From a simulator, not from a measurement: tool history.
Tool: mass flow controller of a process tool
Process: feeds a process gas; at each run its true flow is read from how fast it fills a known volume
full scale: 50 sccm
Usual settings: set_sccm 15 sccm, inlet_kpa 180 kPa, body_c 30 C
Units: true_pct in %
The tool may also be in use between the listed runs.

run	hour	set_sccm	inlet_kpa	body_c	true_pct
1	0.0	15	180	30	98.48
2	60.6	15	180	30	98.45
3	171.5	15	180	26	98.59
4	271.5	15	180	30	98.08
5	356.3	15	180	30	97.92
6	437.6	8	180	30	97.73
7	534.4	8	180	30	97.56
8	675.9	8	180	30	97.35
9	734.7	8	180	30	97.31
10	838.1	15	181	30	97.31
11	941.2	15	181	30	97.29
12	1008.0	15	181	30	97.04
13	1080.9	15	181	30	96.92
14	1141.3	15	181	30	96.79
15	1207.0	15	181	30	96.79
16	1273.2	15	181	30	96.77
17	1383.8	15	181	30	96.57
18	1445.3	15	181	30	96.65
19	1546.8	15	181	30	96.22
20	1635.4	15	181	30	96.09
21	1756.6	15	180	35	95.61
22	1874.2	15	180	35	95.37
# hour 1885.6: gauge calibrated
23	1952.8	15	173	30	98.28
24	2012.3	15	180	30	98.38
25	2117.8	15	180	33	97.94
26	2239.8	7	180	33	97.53
27	2300.0	48	253	40	98.58
28	2396.7	15	148	30	97.32
29	2501.2	15	180	22	98.20
30	2643.9	7	180	22	97.82
31	2779.9	7	180	22	97.69
32	2924.3	44	180	32	97.47
33	3053.5	44	180	32	97.53
34	3163.8	6	258	20	97.91
35	3299.6	10	211	22	97.10
36	3367.7	10	211	22	97.02
37	3439.3	10	211	22	97.00
38	3519.9	28	278	32	97.17
39	3614.0	28	278	32	96.99
40	3691.8	15	228	40	95.56
41	3763.0	7	180	30	95.46
42	3867.2	10	194	25	96.07
43	3975.7	10	194	25	95.92
44	4089.0	10	194	25	95.73
# hour 4134.0: gauge calibrated
45	4173.5	10	194	25	98.83
46	4235.7	15	164	30	98.32
47	4315.8	11	164	24	98.54
48	4456.7	11	164	24	98.30
49	4567.1	11	164	24	98.17

The same runs without the tool's hidden state, with the same run-to-run variation:
The hidden state here: flow at rest that the sensor doesn't see, % of full scale; true flow over the shown one, %; drift of the gauge itself on true_pct, %.
run	true_pct
1	98.48
2	98.54
3	98.84
4	98.47
5	98.43
6	98.36
7	98.32
8	98.32
9	98.36
10	98.50
11	98.63
12	98.48
13	98.46
14	98.41
15	98.50
16	98.58
17	98.53
18	98.70
19	98.42
20	98.41
21	98.09
22	98.02
23	98.38
24	98.57
25	98.27
26	98.05
27	99.17
28	98.05
29	99.08
30	98.91
31	98.98
32	98.95
33	99.19
34	99.77
35	99.13
36	99.15
37	99.23
38	99.51
39	99.46
40	98.11
41	98.13
42	98.90
43	98.90
44	98.87
45	98.90
46	98.47
47	98.81
48	98.77
49	98.80
